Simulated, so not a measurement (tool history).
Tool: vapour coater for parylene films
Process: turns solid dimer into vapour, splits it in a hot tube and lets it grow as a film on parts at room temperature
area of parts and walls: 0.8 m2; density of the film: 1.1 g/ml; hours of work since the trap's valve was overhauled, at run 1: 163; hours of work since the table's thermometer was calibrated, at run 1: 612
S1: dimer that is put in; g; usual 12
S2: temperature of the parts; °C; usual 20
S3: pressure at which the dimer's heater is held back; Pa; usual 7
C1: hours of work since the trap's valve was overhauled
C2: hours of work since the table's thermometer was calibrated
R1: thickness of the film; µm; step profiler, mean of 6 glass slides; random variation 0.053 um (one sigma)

run,hour,S1,S2,S3,C1,C2,R1
1,0,12,20,7,163,612,5.58
2,47.2,12,20,7,183,633,5.51
3,119.5,12,20,7,215,665,5.48
4,188.4,12,20,3.51,246,695,5.91
5,256.5,12,20,6.71,275,725,5.46
6,287.9,12,20,6.71,289,739,5.44
7,346.6,18,20,7,315,764,8.02
8,408.7,18,20,7,342,792,7.89
# hour 444.6: trap's valve overhauled
9,456.3,18,20,7,5,811,8.92
10,533.6,18,20,7,39,845,8.81
11,602.7,12,20,7,70,875,5.73
12,657.2,12,20,7,93,899,5.74
13,711.9,12,20,7,118,923,5.67
14,786.6,12,19,7,150,956,5.66
15,846.5,12,19,7,177,983,5.77
16,898.5,12,19,7,200,1005,5.82
17,955.9,8,20,5.45,225,1031,3.79
18,1022.6,12,29,7.51,254,1060,4
19,1068.3,15,19,4.33,274,1080,7.38
20,1141.3,8,13,8.71,306,1112,4.42
21,1218.6,17,20,7,340,1146,7.61
# hour 1258.7: trap's valve overhauled
22,1260.9,8,20,9.44,1,1163,3.81
23,1323.3,10,26,4.77,28,1191,4.14

How the hidden state differs across the entries between the runs, from the last listed run before each to the first after it:
Between runs 8 and 9: trap's valve overhauled (hour 444.6)
  vapour lost through the trap's worn valve, %: 11.3 -> 0.6; true temperature of the parts over the reading, C: 0.63 -> 0.64
  measured less the result without the state, R1: -1.18 -> -0.23 µm
Between runs 21 and 22: trap's valve overhauled (hour 1258.7)
  vapour lost through the trap's worn valve, %: 9.9 -> 0.1; true temperature of the parts over the reading, C: 0.92 -> 0.93
  measured less the result without the state, R1: -1.09 -> -0.12 µm
